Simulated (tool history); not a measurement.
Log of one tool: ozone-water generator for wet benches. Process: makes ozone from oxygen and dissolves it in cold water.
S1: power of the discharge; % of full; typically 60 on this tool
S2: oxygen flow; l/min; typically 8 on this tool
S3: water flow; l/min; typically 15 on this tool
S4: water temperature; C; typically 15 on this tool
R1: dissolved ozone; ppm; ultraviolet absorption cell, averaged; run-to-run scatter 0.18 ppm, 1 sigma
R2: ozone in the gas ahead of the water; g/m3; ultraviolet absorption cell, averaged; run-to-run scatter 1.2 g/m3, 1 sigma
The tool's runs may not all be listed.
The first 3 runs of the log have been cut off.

run    hour  S1     S2  S3  S4    R1     R2
  4   193.9  84      8  15  15  27.7  246.9
  5   251.4  48      8  15  15  18.3  160.9
  6   302.4  48      8  15  15    18  162.2
  7   340.8  87      8  15  15  28.5  249.1
  8   387.1  87      8  15   8    32  251.5
  9   446.4  87      8  15   8  31.9  251.4
 10   500.5  87      8  15   8    32    250
 11   577.5  60      8  15  15  21.2  188.8
 12   634.1  60   6.21  15  15  21.1  209.7
      645.9  -- contactor cleaned
 13   704.4  60      8  17  15  18.8  185.4
 14   771.1  60      8  17  15  18.6  187.2
 15   827.6  60      8  17  15  18.7  186.4
 16   885.1  60      8  17  15  18.8  186.6
 17   933.1  60      8  17  15  18.5  186.7
 18  1017.1  78   4.66  12  15  28.1  278.6
 19  1084.4  78   4.66  12  15  28.4  279.4
     1116.6  -- contactor cleaned, once more
 20  1135.6  78   4.66  12  15  29.5  277.6
       1167  -- water thermometer calibrated
 21    1200  96  11.54  11   7  41.9  221.8

Run 22, settings as shown, results not yet in. Your forecast:
 22  1272.2  96  11.54  11   7   ?   ?

Run 22 yielded R1 41.2 ppm, R2 219.9 g/m3.
Without the tool's hidden state the same run would have given R1 53.5 ppm, R2 283.5 g/m3.
